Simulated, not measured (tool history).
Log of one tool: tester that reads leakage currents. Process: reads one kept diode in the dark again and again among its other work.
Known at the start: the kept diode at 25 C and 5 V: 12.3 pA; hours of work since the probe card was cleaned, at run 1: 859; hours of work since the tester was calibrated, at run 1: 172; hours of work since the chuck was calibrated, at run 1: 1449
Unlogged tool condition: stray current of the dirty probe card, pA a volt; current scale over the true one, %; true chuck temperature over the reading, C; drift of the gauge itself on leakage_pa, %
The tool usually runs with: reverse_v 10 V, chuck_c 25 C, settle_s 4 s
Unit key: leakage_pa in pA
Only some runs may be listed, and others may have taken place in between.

| run | hour | reverse_v | chuck_c | settle_s | hours of work since the probe card was cleaned | hours of work since the tester was calibrated | hours of work since the chuck was calibrated | leakage_pa |
|---|---|---|---|---|---|---|---|---|
| 1 | 0 | 10 | 25 | 4 | 859 | 172 | 1449 | 17.8 |
| 2 | 168.7 | 10 | 25 | 4 | 979 | 292 | 1569 | 18.14 |
|  | 256.5 | chuck's temperature calibrated |
| 3 | 256.5 | 10 | 25 | 0.44 | 1040 | 353 | 0 | 24.4 |
|  | 408.8 | probe card cleaned and baked |
| 4 | 440 | 10 | 25 | 0.44 | 22 | 482 | 128 | 27.07 |
| 5 | 594.7 | 10 | 25 | 0.44 | 132 | 592 | 238 | 27.43 |
| 6 | 738.4 | 10 | 25 | 0.44 | 234 | 694 | 341 | 27.68 |
| 7 | 904.8 | 10 | 29 | 4 | 353 | 812 | 459 | 29.1 |
|  | 919.7 | probe card cleaned and baked, once more |
| 8 | 1068.7 | 4.2 | 25 | 4 | 106 | 927 | 573 | 11.91 |
| 9 | 1183.2 | 10 | 25 | 4 | 187 | 1008 | 655 | 16.1 |
| 10 | 1289.6 | 10 | 25 | 4 | 263 | 1084 | 731 | 16.38 |
| 11 | 1478.9 | 10 | 25 | 4 | 398 | 1219 | 865 | 16.79 |
| 12 | 1566.1 | 10 | 25 | 4 | 460 | 1281 | 927 | 16.86 |

Expected results for the next run?
| 13 | 1659.1 | 10 | 25 | 4 | 526 | 1347 | 993 | ? |

leakage_pa: 16.91 pA
Minus the tool's unlogged condition, the same run would have read leakage_pa 15.79 pA.
